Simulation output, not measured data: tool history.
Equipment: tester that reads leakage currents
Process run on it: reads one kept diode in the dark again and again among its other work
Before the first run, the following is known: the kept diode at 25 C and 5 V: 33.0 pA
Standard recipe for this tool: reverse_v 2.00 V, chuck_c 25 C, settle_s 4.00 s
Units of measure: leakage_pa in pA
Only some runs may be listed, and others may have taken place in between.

run,hour,reverse_v,chuck_c,settle_s,leakage_pa
1,0.0,2.00,25,4.00,23.21
# hour 40.8: probe card cleaned and baked
2,94.7,2.00,25,4.00,20.51
# hour 158.9: tester calibrated
3,236.9,2.00,25,1.98,20.54
4,379.3,2.00,25,4.00,20.49
5,495.0,2.00,49,4.00,110.49
6,580.7,2.00,49,4.00,110.15
7,741.9,2.00,49,4.00,110.15
8,825.2,2.13,49,4.00,114.01
9,967.9,2.13,49,4.00,113.35
10,1079.4,2.13,49,4.00,113.89
11,1230.4,2.13,49,4.00,113.58
12,1324.7,2.13,49,4.00,114.42
13,1414.4,2.13,49,4.00,113.21
# hour 1456.5: chuck's temperature calibrated
14,1558.7,2.00,25,2.88,23.74
15,1698.4,2.00,25,4.00,23.89
16,1766.5,2.00,25,4.00,23.92
17,1866.8,2.00,25,4.00,23.95
18,2010.1,2.00,31,4.00,35.91
# hour 2029.0: probe card cleaned and baked
19,2157.1,2.00,31,4.00,32.95
20,2222.6,6.27,53,1.80,261.13
21,2349.7,6.27,53,1.80,262.23
22,2471.6,19.88,25,2.63,73.64
23,2558.2,6.63,45,2.56,159.97
24,2646.9,6.63,45,2.56,161.57
25,2728.9,6.63,45,2.56,160.34
26,2884.0,15.80,45,1.53,252.53
27,2971.6,5.64,45,3.36,149.16
28,3045.7,11.73,30,5.60,81.24
29,3203.3,4.26,54,1.26,228.81
30,3363.1,1.63,54,5.04,141.54
31,3427.9,2.10,43,0.65,79.59
32,3535.4,2.10,43,0.65,80.02
33,3678.9,6.91,46,0.65,179.96
34,3793.1,2.00,21,0.46,18.96
35,3862.8,2.88,25,4.00,28.61
36,3978.6,3.68,25,0.32,36.47
# hour 4021.1: probe card cleaned and baked
37,4115.6,8.13,41,4.00,129.60
38,4188.9,6.81,41,4.00,118.85

Table of differences, measured result less the result of that run with no hidden state. Run-to-run variation is the same in both. Gauge scatter possibly is not:
What the log doesn't record here: stray current of the dirty probe card, pA a volt; current scale over the true one, %; true chuck temperature over the reading, C; drift of the gauge itself on leakage_pa, %.
run,leakage_pa
1,+2.11
2,-0.66
3,-0.78
4,-0.61
5,-4.90
6,-4.93
7,-4.92
8,-5.11
9,-5.12
10,-5.16
11,-5.20
12,-5.26
13,-5.21
14,+2.38
15,+2.51
16,+2.59
17,+2.69
18,+2.79
19,-0.11
20,-1.31
21,-1.22
22,+5.81
23,+0.35
24,+0.60
25,+0.77
26,+5.60
27,+0.98
28,+7.39
29,-1.47
30,-2.02
31,+0.00
32,+0.02
33,+3.24
34,+2.12
35,+3.08
36,+4.41
37,-4.74
38,-4.17
